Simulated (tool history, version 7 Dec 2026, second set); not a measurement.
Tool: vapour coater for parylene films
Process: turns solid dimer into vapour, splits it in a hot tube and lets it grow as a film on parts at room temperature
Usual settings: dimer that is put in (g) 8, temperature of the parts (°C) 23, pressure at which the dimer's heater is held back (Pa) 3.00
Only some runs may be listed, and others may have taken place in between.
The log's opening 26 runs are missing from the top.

run	hour	dimer that is put in (g)	temperature of the parts (°C)	pressure at which the dimer's heater is held back (Pa)	hours of work since the trap's valve was overhauled	hours of work since the table's thermometer was calibrated	thickness of the film (µm)
27	598.0	3	28	2.71	147	406	0.90
28	615.4	6	23	5.35	155	414	1.85
29	643.9	13	24	3.24	168	427	4.16
30	667.9	13	24	3.24	179	438	4.11
31	695.5	7	23	8.17	191	450	2.06
32	714.4	7	23	8.17	200	459	2.07
33	738.1	5	23	4.54	211	470	1.55
34	763.3	5	34	10.40	222	481	1.18
35	777.5	9	23	10.40	229	487	2.61
# hour 787.3: trap's valve overhauled
36	810.3	13	16	8.54	10	500	4.40
37	838.2	8	21	3.00	23	513	2.73
38	871.3	8	22	6.58	38	528	2.47

Consider 3 possible next runs. They are alternatives, not a sequence: every one starts from the tool as it was left by run 38. What does each give?
A	894.4	11	31	4.26	48	538	?
B	894.4	10	18	7.90	48	538	?
C	894.4	7	18	4.03	48	538	?

run	thickness of the film (µm)
A	3.00
B	3.29
C	2.48
Without the tool's unlogged condition, the same runs would have read:
run	thickness of the film (µm)
A	3.00
B	3.29
C	2.48
